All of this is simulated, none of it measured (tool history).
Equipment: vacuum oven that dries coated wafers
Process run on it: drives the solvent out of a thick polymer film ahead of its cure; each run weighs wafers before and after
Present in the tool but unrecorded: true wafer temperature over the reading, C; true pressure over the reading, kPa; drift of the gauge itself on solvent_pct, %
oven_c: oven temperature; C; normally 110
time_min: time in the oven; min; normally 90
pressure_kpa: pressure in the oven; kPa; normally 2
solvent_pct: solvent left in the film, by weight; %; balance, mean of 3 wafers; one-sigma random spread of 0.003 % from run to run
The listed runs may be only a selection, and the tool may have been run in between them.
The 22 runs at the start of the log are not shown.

run	hour	oven_c	time_min	pressure_kpa	hours of work since the thermocouples were calibrated	hours of work since the vacuum gauge was cleaned of residue	solvent_pct
23	279.2	117	156	3.08	860	260	0.765
24	292.4	121	89	3.03	868	269	0.824
25	305.1	121	89	3.03	877	277	0.817
26	314.5	121	89	3.03	883	283	0.815
27	328.5	117	89	2.23	892	292	0.844
28	335.6	119	89	2.23	896	297	0.746
29	344.5	119	89	2.23	902	303	0.737
30	358.2	119	89	2.23	911	312	0.746
31	374.1	110	80	1.66	922	322	1.409

Consider 4 possible next runs. They are alternatives, not a sequence: every one starts from the tool as it was left by run 31. What does each give?
A	383.9	110	120	2.74	928	329	?
B	383.9	119	56	1.8	928	329	?
C	383.9	110	126	1.43	928	329	?
D	383.9	120	80	1.66	928	329	?

run	solvent_pct
A	1.091
B	1.4
C	0.654
D	0.675
What these runs would have given with no unlogged condition in the tool:
run	solvent_pct
A	1.137
B	1.485
C	0.682
D	0.713
